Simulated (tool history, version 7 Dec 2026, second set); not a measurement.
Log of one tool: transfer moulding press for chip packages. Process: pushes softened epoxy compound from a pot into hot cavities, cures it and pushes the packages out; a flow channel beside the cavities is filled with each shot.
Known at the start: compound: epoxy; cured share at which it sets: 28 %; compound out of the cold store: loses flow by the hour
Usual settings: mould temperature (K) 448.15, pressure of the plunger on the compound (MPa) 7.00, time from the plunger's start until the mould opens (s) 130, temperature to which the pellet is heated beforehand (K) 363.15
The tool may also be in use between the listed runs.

run,hour,mould temperature (K),pressure of the plunger on the compound (MPa),time from the plunger's start until the mould opens (s),temperature to which the pellet is heated beforehand (K),incoming compound's hours out of the cold store,length that the compound runs in the flow channel (mm),greatest force on the pins that push the packages out (N)
1,0.0,448.15,7.00,130,363.15,30.0,702,623
# hour 8.4: cavities cleaned with cleaning compound and waxed
2,10.6,448.15,7.00,130,363.15,17.9,720,419
3,25.6,448.15,7.00,130,363.15,44.1,671,468
4,41.5,448.15,7.00,130,360.15,46.2,662,531
5,58.0,448.15,7.00,158,363.15,33.5,685,452
6,74.5,448.15,7.00,158,363.15,37.9,678,506
# hour 86.2: cavities cleaned with cleaning compound and waxed
7,90.5,448.15,7.00,158,363.15,18.0,714,347
8,104.5,448.15,7.00,130,363.15,30.0,689,467
9,124.2,448.15,7.00,130,363.15,10.0,722,538
10,135.3,450.15,7.00,130,363.15,14.1,715,532
11,154.7,448.15,7.41,130,361.15,35.4,690,608
# hour 164.7: cavities cleaned with cleaning compound and waxed
12,177.4,448.15,7.41,130,361.15,42.5,679,462
13,197.8,448.15,7.41,130,361.15,10.6,745,529
14,207.2,443.15,6.78,141,365.15,39.8,670,654
15,228.0,448.15,7.13,146,368.15,30.3,687,539
# hour 242.6: cavities cleaned with cleaning compound and waxed
16,246.2,448.15,7.13,146,368.15,29.3,677,369
17,264.0,448.15,7.13,146,368.15,45.9,656,422
18,275.4,448.15,7.13,146,368.15,9.1,717,483
19,286.1,448.15,7.00,130,365.15,43.7,650,568

Hidden state or all else? Some run-to-run changes of length that the compound runs in the flow channel (mm), split into what the settings, what came in and random variation would give without the hidden state, and what is left for the hidden state (with any gauge scatter that isn't in both results):
The hidden state here: true mould temperature over the reading, C; pressure that reaches the compound, % of what is set; grip of the stained cavities, % over clean ones'; drift of the gauge itself on flow_mm, %; drift of the gauge itself on push_out_n, %.
Run 12 -> 13: no setting changed, nothing entered. length that the compound runs in the flow channel (mm) +66: hidden state -6, all else +72.
Run 13 -> 14: mould temperature (K) 448.15 -> 443.15, pressure of the plunger on the compound (MPa) 7.41 -> 6.78, time from the plunger's start until the mould opens (s) 130 -> 141, temperature to which the pellet is heated beforehand (K) 361.15 -> 365.15. length that the compound runs in the flow channel (mm) -75: hidden state +4, all else -79.
